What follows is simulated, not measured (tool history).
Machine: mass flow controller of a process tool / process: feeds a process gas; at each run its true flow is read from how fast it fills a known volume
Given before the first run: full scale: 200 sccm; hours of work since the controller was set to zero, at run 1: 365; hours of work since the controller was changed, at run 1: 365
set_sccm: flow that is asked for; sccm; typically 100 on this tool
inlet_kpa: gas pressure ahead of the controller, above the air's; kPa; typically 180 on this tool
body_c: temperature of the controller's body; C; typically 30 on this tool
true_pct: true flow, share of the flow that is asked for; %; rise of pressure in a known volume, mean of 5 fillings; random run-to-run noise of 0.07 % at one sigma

| run | hour | set_sccm | inlet_kpa | body_c | hours of work since the controller was set to zero | hours of work since the controller was changed | true_pct |
|---|---|---|---|---|---|---|---|
| 1 | 0 | 100 | 180 | 30 | 365 | 365 | 98.6 |
| 2 | 106.6 | 100 | 180 | 29 | 398 | 398 | 98.69 |
| 3 | 247.1 | 100 | 221 | 29 | 441 | 441 | 98.53 |
| 4 | 332.7 | 100 | 221 | 29 | 467 | 467 | 98.43 |
| 5 | 421.2 | 100 | 180 | 30 | 494 | 494 | 98.72 |
| 6 | 521.9 | 100 | 180 | 30 | 525 | 525 | 98.64 |
| 7 | 663.8 | 100 | 180 | 30 | 569 | 569 | 98.38 |
| 8 | 736 | 100 | 180 | 30 | 591 | 591 | 98.6 |
| 9 | 858.3 | 100 | 180 | 30 | 628 | 628 | 98.65 |
| 10 | 941.6 | 100 | 180 | 30 | 654 | 654 | 98.58 |
| 11 | 1065.1 | 100 | 158 | 30 | 692 | 692 | 98.77 |
| 12 | 1216.2 | 100 | 180 | 28 | 738 | 738 | 98.71 |
| 13 | 1368.8 | 100 | 180 | 28 | 785 | 785 | 98.82 |
| 14 | 1469.5 | 100 | 220 | 28 | 816 | 816 | 98.57 |
| 15 | 1571.9 | 100 | 242 | 30 | 847 | 847 | 98.38 |
| 16 | 1678.6 | 100 | 242 | 30 | 880 | 880 | 98.48 |
| 17 | 1748 | 100 | 180 | 30 | 901 | 901 | 98.72 |
| 18 | 1862.6 | 115 | 180 | 30 | 936 | 936 | 98.99 |
| 19 | 1982.1 | 100 | 172 | 30 | 973 | 973 | 98.81 |
| 20 | 2072.2 | 100 | 172 | 30 | 1000 | 1000 | 98.86 |
| 21 | 2189.6 | 100 | 172 | 30 | 1036 | 1036 | 98.72 |
| 22 | 2259.5 | 100 | 180 | 27 | 1058 | 1058 | 98.9 |
| 23 | 2344.8 | 100 | 180 | 30 | 1084 | 1084 | 98.69 |
| 24 | 2462.5 | 191 | 226 | 26 | 1120 | 1120 | 100.15 |
| 25 | 2563.6 | 117 | 180 | 22 | 1151 | 1151 | 99.54 |
| 26 | 2652.3 | 117 | 180 | 22 | 1178 | 1178 | 99.55 |
| 27 | 2778.4 | 62 | 278 | 30 | 1217 | 1217 | 97.98 |
|  | 2785.8 | controller's zero set anew |
| 28 | 2882.2 | 100 | 180 | 21 | 30 | 1249 | 99.62 |
| 29 | 3039.8 | 172 | 190 | 22 | 78 | 1297 | 100.4 |
| 30 | 3126.2 | 154 | 222 | 22 | 104 | 1323 | 100.07 |
|  | 3231.2 | controller's zero set anew, once more |
| 31 | 3275.4 | 52 | 190 | 24 | 14 | 1369 | 98.34 |
| 32 | 3391.2 | 21 | 225 | 24 | 49 | 1404 | 97.99 |
| 33 | 3487.5 | 22 | 229 | 33 | 79 | 1434 | 97.32 |
| 34 | 3624 | 83 | 180 | 32 | 120 | 1476 | 98.28 |
| 35 | 3707.7 | 115 | 151 | 33 | 146 | 1501 | 98.74 |
| 36 | 3851.9 | 111 | 216 | 22 | 190 | 1546 | 99.11 |
| 37 | 3937.4 | 29 | 222 | 25 | 216 | 1572 | 97.94 |
| 38 | 4060.2 | 94 | 180 | 28 | 254 | 1610 | 98.83 |
| 39 | 4169.1 | 62 | 158 | 28 | 287 | 1643 | 98.34 |
| 40 | 4322.9 | 95 | 187 | 34 | 335 | 1690 | 98.32 |
| 41 | 4404.8 | 65 | 249 | 25 | 360 | 1715 | 98.24 |
| 42 | 4511.6 | 65 | 187 | 35 | 392 | 1748 | 97.76 |
| 43 | 4657.2 | 158 | 180 | 33 | 437 | 1793 | 99.34 |
| 44 | 4780.7 | 24 | 181 | 29 | 475 | 1830 | 98.17 |
| 45 | 4872.9 | 82 | 181 | 32 | 503 | 1859 | 98.28 |

Here are 4 independent what-if runs from the current tool condition. What would each one return?
| A | 4944.5 | 33 | 180 | 30 | 525 | 1881 | ? |
| B | 4944.5 | 35 | 180 | 22 | 525 | 1881 | ? |
| C | 4944.5 | 45 | 180 | 30 | 525 | 1881 | ? |
| D | 4944.5 | 128 | 175 | 29 | 525 | 1881 | ? |

| run | true_pct |
|---|---|
| A | 98.01 |
| B | 98.74 |
| C | 98.03 |
| D | 99.12 |
With no hidden state in the tool, these same runs would have given:
| run | true_pct |
|---|---|
| A | 97.02 |
| B | 97.79 |
| C | 97.2 |
| D | 98.57 |
